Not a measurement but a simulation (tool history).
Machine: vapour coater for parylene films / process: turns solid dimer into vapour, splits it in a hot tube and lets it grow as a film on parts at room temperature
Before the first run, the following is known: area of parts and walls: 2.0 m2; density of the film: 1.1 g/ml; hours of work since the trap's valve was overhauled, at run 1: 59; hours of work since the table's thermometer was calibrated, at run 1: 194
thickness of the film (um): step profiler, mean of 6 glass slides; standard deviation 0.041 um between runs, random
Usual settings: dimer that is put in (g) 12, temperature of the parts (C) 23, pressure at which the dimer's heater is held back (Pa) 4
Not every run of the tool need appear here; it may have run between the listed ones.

| run | hour | dimer that is put in (g) | temperature of the parts (C) | pressure at which the dimer's heater is held back (Pa) | hours of work since the trap's valve was overhauled | hours of work since the table's thermometer was calibrated | thickness of the film (um) |
|---|---|---|---|---|---|---|---|
| 1 | 0 | 12 | 23 | 4 | 59 | 194 | 4.53 |
| 2 | 26.9 | 12 | 23 | 4 | 82 | 217 | 4.45 |
| 3 | 70.3 | 12 | 23 | 4 | 120 | 255 | 4.44 |
| 4 | 124.7 | 12 | 23 | 4 | 167 | 302 | 4.45 |
| 5 | 187.9 | 12 | 23 | 4 | 222 | 357 | 4.5 |
| 6 | 234.6 | 12 | 23 | 4 | 263 | 398 | 4.35 |
| 7 | 293.2 | 12 | 23 | 4 | 314 | 449 | 4.39 |
|  | 304.6 | trap's valve overhauled |
| 8 | 340.3 | 12 | 23 | 6.61 | 31 | 486 | 4.08 |
| 9 | 392.4 | 12 | 23 | 4 | 76 | 531 | 4.41 |
| 10 | 433.1 | 12 | 23 | 4 | 112 | 567 | 4.46 |
| 11 | 497.4 | 12 | 23 | 4 | 168 | 623 | 4.44 |
| 12 | 562.3 | 12 | 23 | 4 | 224 | 679 | 4.45 |
| 13 | 600.7 | 12 | 23 | 4 | 257 | 712 | 4.51 |
| 14 | 660.4 | 12 | 23 | 4 | 309 | 764 | 4.44 |
|  | 675.6 | trap's valve overhauled |
| 15 | 721.1 | 12 | 23 | 4 | 40 | 814 | 4.41 |
| 16 | 767 | 12 | 23 | 4 | 79 | 853 | 4.44 |
| 17 | 822.3 | 12 | 23 | 10.38 | 127 | 901 | 3.67 |
| 18 | 889 | 12 | 23 | 10.38 | 185 | 959 | 3.65 |
|  | 943.3 | table's thermometer calibrated |
| 19 | 945.3 | 12 | 25 | 4 | 234 | 2 | 4.29 |
| 20 | 1004.7 | 6 | 23 | 4 | 285 | 53 | 2.28 |
|  | 1045.9 | trap's valve overhauled |
| 21 | 1063.2 | 12 | 23 | 4 | 15 | 101 | 4.51 |
| 22 | 1090.9 | 12 | 23 | 4 | 39 | 125 | 4.48 |
| 23 | 1119.8 | 12 | 23 | 4 | 64 | 150 | 4.38 |
| 24 | 1174.5 | 18 | 16 | 2.31 | 112 | 197 | 8.09 |
| 25 | 1216.6 | 12 | 25 | 4.17 | 148 | 234 | 4.32 |
| 26 | 1258.2 | 12 | 25 | 4.17 | 185 | 270 | 4.38 |
| 27 | 1309.1 | 5 | 29 | 2.27 | 229 | 314 | 1.9 |
| 28 | 1363.6 | 13 | 15 | 2.35 | 276 | 362 | 5.72 |
|  | 1419.3 | trap's valve overhauled |
| 29 | 1423.2 | 13 | 19 | 2.68 | 3 | 410 | 5.49 |
| 30 | 1472.7 | 13 | 19 | 2.68 | 46 | 453 | 5.58 |
| 31 | 1532.5 | 18 | 31 | 5.51 | 98 | 505 | 5.47 |
| 32 | 1563 | 18 | 31 | 5.51 | 125 | 531 | 5.53 |
| 33 | 1613 | 18 | 31 | 5.51 | 168 | 575 | 5.53 |
| 34 | 1668.5 | 18 | 31 | 5.51 | 217 | 623 | 5.51 |
| 35 | 1713.7 | 5 | 28 | 9.47 | 256 | 662 | 1.42 |
| 36 | 1762.2 | 8 | 23 | 5.95 | 298 | 704 | 2.71 |
|  | 1790.3 | trap's valve overhauled |
| 37 | 1806.5 | 7 | 23 | 5.95 | 14 | 740 | 2.46 |

Forecast run 38:
| 38 | 1851.4 | 7 | 23 | 5.95 | 53 | 778 | ? |

For run 38 the tool returned thickness of the film (um) 2.39.
Had the tool carried no hidden state, the very same run would have given thickness of the film (um) 2.39.

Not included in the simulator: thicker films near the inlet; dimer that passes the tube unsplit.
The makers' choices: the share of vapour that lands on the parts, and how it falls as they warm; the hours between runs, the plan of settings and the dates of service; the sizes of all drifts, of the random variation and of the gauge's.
